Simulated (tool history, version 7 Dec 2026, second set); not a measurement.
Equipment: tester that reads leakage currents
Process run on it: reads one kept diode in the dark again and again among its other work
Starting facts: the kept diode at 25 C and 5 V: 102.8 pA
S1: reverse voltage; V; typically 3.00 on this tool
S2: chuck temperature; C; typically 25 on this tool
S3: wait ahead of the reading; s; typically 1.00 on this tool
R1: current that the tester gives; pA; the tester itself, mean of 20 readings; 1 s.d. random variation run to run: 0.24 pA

run 1 day=0.000 | S1=3.00 S2=25 S3=1.00 | R1=80.56
run 2 day=10.988 | S1=3.00 S2=25 S3=1.00 | R1=81.86
run 3 day=20.871 | S1=3.00 S2=25 S3=1.00 | R1=83.93
run 4 day=28.871 | S1=3.00 S2=24 S3=1.00 | R1=77.69
run 5 day=35.692 | S1=3.00 S2=24 S3=1.00 | R1=78.33
run 6 day=42.721 | S1=3.00 S2=24 S3=1.00 | R1=78.73
-- day=48.508 chuck's temperature calibrated
run 7 day=50.200 | S1=3.00 S2=24 S3=1.00 | R1=83.20
-- day=51.354 probe card cleaned and baked
run 8 day=62.242 | S1=3.00 S2=24 S3=1.00 | R1=80.35
run 9 day=68.512 | S1=3.00 S2=24 S3=1.00 | R1=81.42
run 10 day=74.200 | S1=3.00 S2=50 S3=1.00 | R1=608.70
run 11 day=79.358 | S1=3.00 S2=50 S3=1.00 | R1=610.33
-- day=83.354 chuck's temperature calibrated, once more
run 12 day=88.188 | S1=3.00 S2=25 S3=0.82 | R1=78.84
run 13 day=95.546 | S1=3.00 S2=25 S3=0.82 | R1=80.01
run 14 day=103.825 | S1=3.00 S2=34 S3=1.00 | R1=164.66
-- day=108.796 probe card cleaned and baked
run 15 day=110.508 | S1=3.00 S2=37 S3=1.00 | R1=203.42
run 16 day=119.704 | S1=3.00 S2=25 S3=1.45 | R1=77.92
run 17 day=129.296 | S1=3.00 S2=25 S3=1.45 | R1=78.73
-- day=137.833 tester calibrated
run 18 day=137.875 | S1=3.00 S2=25 S3=1.45 | R1=81.24
run 19 day=145.429 | S1=3.00 S2=25 S3=1.45 | R1=82.38
run 20 day=154.896 | S1=3.00 S2=25 S3=1.45 | R1=83.45
run 21 day=164.367 | S1=3.00 S2=34 S3=0.64 | R1=173.56
-- day=166.662 probe card cleaned and baked
run 22 day=174.233 | S1=11.57 S2=23 S3=7.14 | R1=151.74
run 23 day=182.017 | S1=17.21 S2=23 S3=7.14 | R1=196.14
run 24 day=188.279 | S1=17.21 S2=23 S3=7.14 | R1=199.64
run 25 day=200.000 | S1=2.56 S2=37 S3=0.54 | R1=199.54
run 26 day=207.638 | S1=3.60 S2=21 S3=2.11 | R1=68.46
run 27 day=216.367 | S1=6.07 S2=45 S3=1.00 | R1=622.57
-- day=221.608 chuck's temperature calibrated
-- day=224.521 probe card cleaned and baked
run 28 day=228.583 | S1=7.68 S2=45 S3=6.08 | R1=657.85
run 29 day=234.529 | S1=7.68 S2=45 S3=6.08 | R1=659.49
run 30 day=244.067 | S1=6.07 S2=23 S3=1.12 | R1=102.40
run 31 day=254.821 | S1=19.73 S2=31 S3=1.28 | R1=404.77
run 32 day=264.871 | S1=18.54 S2=25 S3=0.33 | R1=263.35
run 33 day=276.388 | S1=18.54 S2=25 S3=0.33 | R1=271.42
-- day=282.150 probe card cleaned and baked
run 34 day=284.004 | S1=5.55 S2=25 S3=0.91 | R1=114.36
run 35 day=293.458 | S1=5.55 S2=25 S3=0.91 | R1=116.53
run 36 day=302.758 | S1=19.56 S2=25 S3=0.91 | R1=257.00
run 37 day=313.383 | S1=19.56 S2=25 S3=0.91 | R1=261.43
run 38 day=325.075 | S1=9.25 S2=29 S3=1.56 | R1=228.01
run 39 day=334.288 | S1=9.25 S2=29 S3=1.56 | R1=232.00

4 options for the next run, each taken on its own from the tool as it stands now. Forecast them:
-- day=339.583 probe card cleaned and baked
run A day=346.754 | S1=3.00 S2=46 S3=1.00 | R1=?
-- day=339.583 probe card cleaned and baked
run B day=346.754 | S1=3.00 S2=29 S3=3.06 | R1=?
-- day=339.583 probe card cleaned and baked
run C day=346.754 | S1=3.79 S2=43 S3=9.26 | R1=?
-- day=339.583 probe card cleaned and baked
run D day=346.754 | S1=7.64 S2=27 S3=6.08 | R1=?

run=A R1=429.86
run=B R1=112.83
run=C R1=390.25
run=D R1=166.29
With no hidden state in the tool, these same runs would have given:
run=A R1=410.55
run=B R1=106.64
run=C R1=372.07
run=D R1=156.46
